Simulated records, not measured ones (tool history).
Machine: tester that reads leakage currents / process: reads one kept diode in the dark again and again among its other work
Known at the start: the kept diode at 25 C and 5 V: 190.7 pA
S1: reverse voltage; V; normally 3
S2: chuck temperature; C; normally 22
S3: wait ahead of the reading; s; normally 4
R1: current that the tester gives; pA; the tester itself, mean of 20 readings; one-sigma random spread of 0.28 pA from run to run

{"run": 1, "hour": 0.0, "S1": 3, "S2": 22, "S3": 4, "R1": 128.59}
{"run": 2, "hour": 63.6, "S1": 3, "S2": 22, "S3": 4, "R1": 128.08}
{"run": 3, "hour": 149.0, "S1": 3, "S2": 22, "S3": 4, "R1": 128.09}
{"run": 4, "hour": 275.5, "S1": 3, "S2": 22, "S3": 4, "R1": 126.83}
{"run": 5, "hour": 417.0, "S1": 3, "S2": 22, "S3": 4, "R1": 126.98}
{"run": 6, "hour": 531.2, "S1": 3, "S2": 27, "S3": 4, "R1": 183.93}
{"run": 7, "hour": 675.0, "S1": 3, "S2": 47, "S3": 4, "R1": 723.73}
{"run": 8, "hour": 787.1, "S1": 5.2, "S2": 47, "S3": 4, "R1": 894.12}
{"run": 9, "hour": 900.7, "S1": 9.23, "S2": 22, "S3": 1.01, "R1": 206.87}
{"hour": 931.8, "done": "probe card cleaned and baked"}
{"run": 10, "hour": 1029.0, "S1": 9.23, "S2": 32, "S3": 1.55, "R1": 395.67}
{"run": 11, "hour": 1126.6, "S1": 3.66, "S2": 20, "S3": 1.58, "R1": 112.2}
{"run": 12, "hour": 1209.3, "S1": 3, "S2": 23, "S3": 1.27, "R1": 130.49}
{"run": 13, "hour": 1303.4, "S1": 3, "S2": 23, "S3": 1.27, "R1": 130.68}
{"run": 14, "hour": 1451.9, "S1": 1.13, "S2": 33, "S3": 6.89, "R1": 186.68}
{"run": 15, "hour": 1589.9, "S1": 1.13, "S2": 33, "S3": 6.89, "R1": 184.97}
{"run": 16, "hour": 1654.6, "S1": 9.5, "S2": 23, "S3": 0.69, "R1": 207.17}

Here are 3 independent what-if runs from the current tool condition. What would each one return?
{"run": "A", "hour": 1751.7, "S1": 8.63, "S2": 22, "S3": 4, "R1": "?"}
{"run": "B", "hour": 1751.7, "S1": 3, "S2": 22, "S3": 9.02, "R1": "?"}
{"run": "C", "hour": 1751.7, "S1": 9.5, "S2": 23, "S3": 0.33, "R1": "?"}

run=A R1=181.72
run=B R1=119.33
run=C R1=211.59
Without the tool's unlogged condition, the same runs would have read:
run=A R1=187.38
run=B R1=124.48
run=C R1=217.93
